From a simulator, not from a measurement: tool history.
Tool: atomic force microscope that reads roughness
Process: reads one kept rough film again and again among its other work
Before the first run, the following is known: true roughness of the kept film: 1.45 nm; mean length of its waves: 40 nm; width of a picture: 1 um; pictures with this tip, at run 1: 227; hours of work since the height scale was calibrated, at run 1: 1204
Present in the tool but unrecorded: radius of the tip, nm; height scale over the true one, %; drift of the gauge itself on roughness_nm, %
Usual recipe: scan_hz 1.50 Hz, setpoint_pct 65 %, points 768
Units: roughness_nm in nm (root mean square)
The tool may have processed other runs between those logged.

run,hour,scan_hz,setpoint_pct,points,pictures with this tip,hours of work since the height scale was calibrated,roughness_nm
1,0.0,1.50,65,768,227,1204,1.255
2,24.9,1.50,65,768,269,1219,1.260
# hour 54.1: new tip fitted
3,55.0,1.50,65,768,1,1236,1.299
4,95.5,1.50,65,768,71,1261,1.276
5,151.0,1.50,65,768,166,1294,1.279
6,187.9,1.50,65,768,229,1316,1.258
7,225.6,1.50,65,297,294,1338,1.236
# hour 242.4: new tip fitted
8,272.5,1.50,65,297,52,1366,1.279
9,326.6,1.50,65,297,145,1399,1.268
10,369.7,1.50,65,297,219,1424,1.269
11,415.3,1.50,65,768,297,1452,1.246
# hour 432.6: new tip fitted
12,460.4,1.50,65,768,48,1478,1.289
13,516.4,1.50,62,768,144,1512,1.286
14,570.2,1.50,65,768,236,1544,1.267
15,609.0,1.50,65,768,303,1567,1.232
# hour 618.6: new tip fitted
16,647.0,1.50,65,768,48,1589,1.278
17,694.1,1.49,65,768,129,1618,1.259
18,723.9,1.49,65,768,180,1635,1.257
19,755.3,1.49,65,768,234,1654,1.241
20,783.3,1.49,65,768,282,1671,1.246
# hour 807.3: new tip fitted
21,828.8,1.50,67,768,37,1698,1.256
22,866.0,1.50,67,768,101,1720,1.263
23,908.6,1.50,65,768,174,1745,1.252
24,943.7,1.50,65,718,234,1766,1.246
# hour 995.3: new tip fitted
25,996.3,0.62,65,768,2,1798,1.341

Expected results for the next run?
26,1021.0,3.74,79,701,44,1812,?

Run 26 yielded roughness_nm 0.980 nm (root mean square).
If the tool had no hidden condition, the same run with the same run-to-run variation would have returned roughness_nm 1.011 nm (root mean square).
